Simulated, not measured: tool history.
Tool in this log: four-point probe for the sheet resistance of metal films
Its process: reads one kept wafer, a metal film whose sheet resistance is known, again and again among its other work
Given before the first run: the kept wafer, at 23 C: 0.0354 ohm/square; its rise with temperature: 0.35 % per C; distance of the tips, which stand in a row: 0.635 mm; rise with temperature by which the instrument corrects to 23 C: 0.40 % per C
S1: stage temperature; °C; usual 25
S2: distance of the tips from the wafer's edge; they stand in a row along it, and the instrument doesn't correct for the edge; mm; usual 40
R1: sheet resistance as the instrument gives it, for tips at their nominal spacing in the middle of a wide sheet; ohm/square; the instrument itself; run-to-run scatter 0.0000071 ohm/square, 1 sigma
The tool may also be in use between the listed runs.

Run 1, hour 0.0: usual settings. Result: R1 0.035643 ohm/square.
Run 2, hour 29.2: usual settings but S2 19 mm. Result: R1 0.035666 ohm/square.
Run 3, hour 69.2: usual settings. Result: R1 0.035639 ohm/square.
Run 4, hour 105.8: usual settings. Result: R1 0.035653 ohm/square.
Run 5, hour 148.6: usual settings but S2 7 mm. Result: R1 0.035800 ohm/square.
Run 6, hour 183.2: usual settings but S2 3 mm. Result: R1 0.036485 ohm/square.
Run 7, hour 220.0: usual settings. Result: R1 0.035674 ohm/square.
Run 8, hour 240.9: usual settings. Result: R1 0.035663 ohm/square.
Run 9, hour 265.1: usual settings. Result: R1 0.035676 ohm/square.
Run 10, hour 307.3: usual settings. Result: R1 0.035679 ohm/square.
Run 11, hour 332.7: usual settings. Result: R1 0.035671 ohm/square.
Run 12, hour 356.6: usual settings but S1 23 °C. Result: R1 0.035714 ohm/square.
Run 13, hour 381.4: usual settings but S1 23 °C. Result: R1 0.035731 ohm/square.
Run 14, hour 407.3: usual settings. Result: R1 0.035686 ohm/square.
Run 15, hour 442.1: usual settings. Result: R1 0.035698 ohm/square.
Run 16, hour 467.4: usual settings but S1 22 °C, S2 7 mm. Result: R1 0.035910 ohm/square.
Run 17, hour 492.2: usual settings but S1 22 °C, S2 7 mm. Result: R1 0.035905 ohm/square.
Run 18, hour 535.4: usual settings but S1 32 °C, S2 8 mm. Result: R1 0.035708 ohm/square.
Run 19, hour 577.2: usual settings but S1 32 °C, S2 14 mm. Result: R1 0.035626 ohm/square.
Run 20, hour 612.0: usual settings but S1 32 °C, S2 14 mm. Result: R1 0.035620 ohm/square.
Run 21, hour 641.9: usual settings but S1 32 °C, S2 14 mm. Result: R1 0.035641 ohm/square.
Run 22, hour 676.6: usual settings but S1 31 °C, S2 8 mm. Result: R1 0.035743 ohm/square.
Run 23, hour 717.1: usual settings but S1 27 °C, S2 5 mm. Result: R1 0.036006 ohm/square.
Run 24, hour 744.2: usual settings but S1 24 °C, S2 4 mm. Result: R1 0.036221 ohm/square.
Run 25, hour 784.4: usual settings but S1 24 °C, S2 4 mm. Result: R1 0.036240 ohm/square.
Run 26, hour 828.6: usual settings but S1 24 °C, S2 4 mm. Result: R1 0.036235 ohm/square.
Run 27, hour 850.0: usual settings but S1 24 °C, S2 7 mm. Result: R1 0.035911 ohm/square.

What if the next run were any one of these 4? Each begins from the tool's condition after run 27:
Run A, hour 883.3: usual settings but S1 19 °C, S2 42 mm. Result: R1 ?.
Run B, hour 883.3: usual settings but S1 24 °C, S2 32 mm. Result: R1 ?.
Run C, hour 883.3: usual settings but S1 26 °C, S2 29 mm. Result: R1 ?.
Run D, hour 883.3: usual settings but S1 21 °C, S2 12 mm. Result: R1 ?.

run        R1
  A  0.035853
  B  0.035761
  C  0.035724
  D  0.035847
The same runs, with their run-to-run variation unchanged, on a tool lacking any hidden condition would have given:
run        R1
  A  0.035474
  B  0.035384
  C  0.035347
  D  0.035469
